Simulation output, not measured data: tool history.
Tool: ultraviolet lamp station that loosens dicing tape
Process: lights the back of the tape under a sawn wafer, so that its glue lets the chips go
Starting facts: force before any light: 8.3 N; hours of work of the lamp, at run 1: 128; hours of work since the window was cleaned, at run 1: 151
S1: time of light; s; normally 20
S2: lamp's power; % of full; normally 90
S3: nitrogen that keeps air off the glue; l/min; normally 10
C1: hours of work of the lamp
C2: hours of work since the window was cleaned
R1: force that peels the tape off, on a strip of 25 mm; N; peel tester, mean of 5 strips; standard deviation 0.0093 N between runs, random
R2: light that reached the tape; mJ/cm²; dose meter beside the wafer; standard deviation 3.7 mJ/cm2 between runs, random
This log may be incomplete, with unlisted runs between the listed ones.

run   hour  S1  S2  S3   C1   C2     R1    R2
  1      0  20  90  10  128  151  0.495   555
  2    8.5  20  90  10  132  156  0.506   547
  3   18.9  20  90  10  138  162  0.508   544
  4   30.8  20  90  10  145  168  0.523   543
  5   42.9  39  90  10  151  175  0.142  1055
  6   55.5  39  90  10  158  182  0.145  1044
  7   65.4  20  90  10  164  188  0.527   542
  8   71.9  20  98  10  168  191  0.451   584
  9   82.7  11  93   4  174  197  2.408   301
 10   91.3  16  62   6  178  202  2.056   296
 11  104.7  16  62   6  186  209  2.152   291
 12  116.1  18  80  10  192  216  0.881   418
 13  130.6  18  75  10  200  224   1.05   393
 14  138.2  20  82  16  205  228  0.512   482
 15  145.6  12  68  19  209  232  1.906   239

Some steps in R1, run to run, broken into two amounts with sign: the step expected even without the hidden condition (settings, incoming material, random variation), and the rest, left for the hidden condition together with whatever gauge scatter is not in both the measured and the hidden-condition-free result:
What the log doesn't record here: lamp's light, % of a new lamp's; light that the window lets through, % of a clean one's; drift of the gauge itself on peel_n, %; drift of the gauge itself on dose_mj_cm2, %.
Run 8 -> 9: S1 20 -> 11, S2 98 -> 93, S3 10 -> 4. R1 +1.957 N: hidden state +0.268, all else +1.689.

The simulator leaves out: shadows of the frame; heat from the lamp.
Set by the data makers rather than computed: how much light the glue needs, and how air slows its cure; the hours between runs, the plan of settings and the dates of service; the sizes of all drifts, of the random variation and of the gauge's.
